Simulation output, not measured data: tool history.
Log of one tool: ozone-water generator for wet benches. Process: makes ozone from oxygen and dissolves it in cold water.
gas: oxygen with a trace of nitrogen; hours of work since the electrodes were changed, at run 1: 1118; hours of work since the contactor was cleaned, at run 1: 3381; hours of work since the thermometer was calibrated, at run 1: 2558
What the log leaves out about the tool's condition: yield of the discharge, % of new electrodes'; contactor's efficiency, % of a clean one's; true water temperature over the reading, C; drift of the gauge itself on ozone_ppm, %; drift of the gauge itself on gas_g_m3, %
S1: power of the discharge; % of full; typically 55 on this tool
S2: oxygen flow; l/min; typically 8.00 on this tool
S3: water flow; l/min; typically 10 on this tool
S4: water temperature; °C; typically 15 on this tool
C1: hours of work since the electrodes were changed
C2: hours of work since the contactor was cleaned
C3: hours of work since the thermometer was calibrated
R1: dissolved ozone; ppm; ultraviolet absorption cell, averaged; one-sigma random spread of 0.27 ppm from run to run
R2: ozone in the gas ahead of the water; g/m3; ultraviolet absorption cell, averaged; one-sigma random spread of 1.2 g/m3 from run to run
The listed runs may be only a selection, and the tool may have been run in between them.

| run | hour | S1 | S2 | S3 | S4 | C1 | C2 | C3 | R1 | R2 |
|---|---|---|---|---|---|---|---|---|---|---|
| 1 | 0.0 | 55 | 8.00 | 10 | 15 | 1118 | 3381 | 2558 | 38.4 | 203.7 |
| 2 | 27.3 | 55 | 8.00 | 10 | 13 | 1135 | 3398 | 2575 | 39.7 | 203.9 |
| 3 | 48.4 | 47 | 8.00 | 10 | 15 | 1148 | 3411 | 2588 | 33.0 | 178.0 |
| 4 | 89.0 | 55 | 8.00 | 10 | 15 | 1174 | 3436 | 2614 | 37.6 | 202.8 |
| 5 | 112.0 | 55 | 8.00 | 10 | 15 | 1188 | 3451 | 2628 | 37.8 | 203.4 |
| 6 | 131.9 | 55 | 8.00 | 10 | 9 | 1201 | 3463 | 2641 | 43.0 | 203.7 |
| 7 | 164.3 | 55 | 8.00 | 10 | 9 | 1221 | 3484 | 2661 | 43.1 | 203.9 |
| 8 | 199.9 | 55 | 8.00 | 10 | 15 | 1243 | 3506 | 2683 | 37.6 | 203.3 |
| 9 | 240.6 | 55 | 8.00 | 10 | 15 | 1269 | 3532 | 2709 | 37.5 | 202.8 |
| 10 | 282.3 | 55 | 8.00 | 10 | 15 | 1295 | 3558 | 2735 | 37.5 | 201.2 |
| 11 | 327.0 | 55 | 8.00 | 10 | 15 | 1323 | 3586 | 2763 | 37.5 | 203.8 |
| 12 | 364.9 | 55 | 8.00 | 10 | 15 | 1347 | 3610 | 2787 | 37.6 | 201.5 |
| 13 | 409.0 | 55 | 8.00 | 10 | 15 | 1375 | 3637 | 2814 | 38.1 | 203.4 |
| 14 | 431.7 | 96 | 12.82 | 12 | 15 | 1389 | 3651 | 2829 | 53.3 | 280.6 |
| 15 | 455.8 | 96 | 13.09 | 12 | 14 | 1404 | 3667 | 2844 | 54.4 | 278.3 |
| 16 | 503.6 | 96 | 11.45 | 12 | 16 | 1434 | 3697 | 2874 | 52.0 | 290.9 |
| 17 | 536.4 | 96 | 11.45 | 12 | 16 | 1455 | 3717 | 2894 | 53.0 | 291.3 |
| 18 | 570.5 | 96 | 11.45 | 12 | 16 | 1476 | 3738 | 2916 | 53.0 | 290.9 |
|  | 573.5 | water thermometer calibrated |
| 19 | 617.4 | 68 | 11.45 | 12 | 16 | 1505 | 3768 | 28 | 38.5 | 213.9 |
|  | 661.4 | water thermometer calibrated, once more |
| 20 | 661.9 | 95 | 9.48 | 12 | 10 | 1533 | 3795 | 0 | 60.1 | 304.7 |
| 21 | 709.7 | 48 | 13.45 | 12 | 10 | 1563 | 3825 | 30 | 32.3 | 149.2 |
| 22 | 733.9 | 48 | 13.45 | 12 | 10 | 1578 | 3840 | 45 | 32.7 | 149.4 |
| 23 | 766.8 | 86 | 4.06 | 6 | 12 | 1599 | 3861 | 66 | 80.0 | 375.1 |
| 24 | 792.3 | 44 | 4.06 | 6 | 12 | 1614 | 3877 | 82 | 44.9 | 209.9 |
| 25 | 820.1 | 75 | 4.06 | 6 | 12 | 1632 | 3894 | 100 | 70.8 | 334.6 |
| 26 | 859.1 | 55 | 8.00 | 12 | 16 | 1656 | 3919 | 124 | 32.5 | 200.3 |

Consider 3 possible next runs. They are alternatives, not a sequence: every one starts from the tool as it was left by run 26. What does each give?
| A | 889.4 | 55 | 7.07 | 12 | 16 | 1675 | 3938 | 143 | ? | ? |
| B | 889.4 | 56 | 8.78 | 10 | 16 | 1675 | 3938 | 143 | ? | ? |
| C | 889.4 | 55 | 8.00 | 10 | 17 | 1675 | 3938 | 143 | ? | ? |

| run | R1 | R2 |
|---|---|---|
| A | 32.7 | 210.8 |
| B | 37.0 | 199.0 |
| C | 35.6 | 200.9 |
With the hidden condition removed and each run's random variation left untouched, the same runs would have given:
| run | R1 | R2 |
|---|---|---|
| A | 36.5 | 218.1 |
| B | 41.1 | 206.0 |
| C | 39.5 | 207.9 |
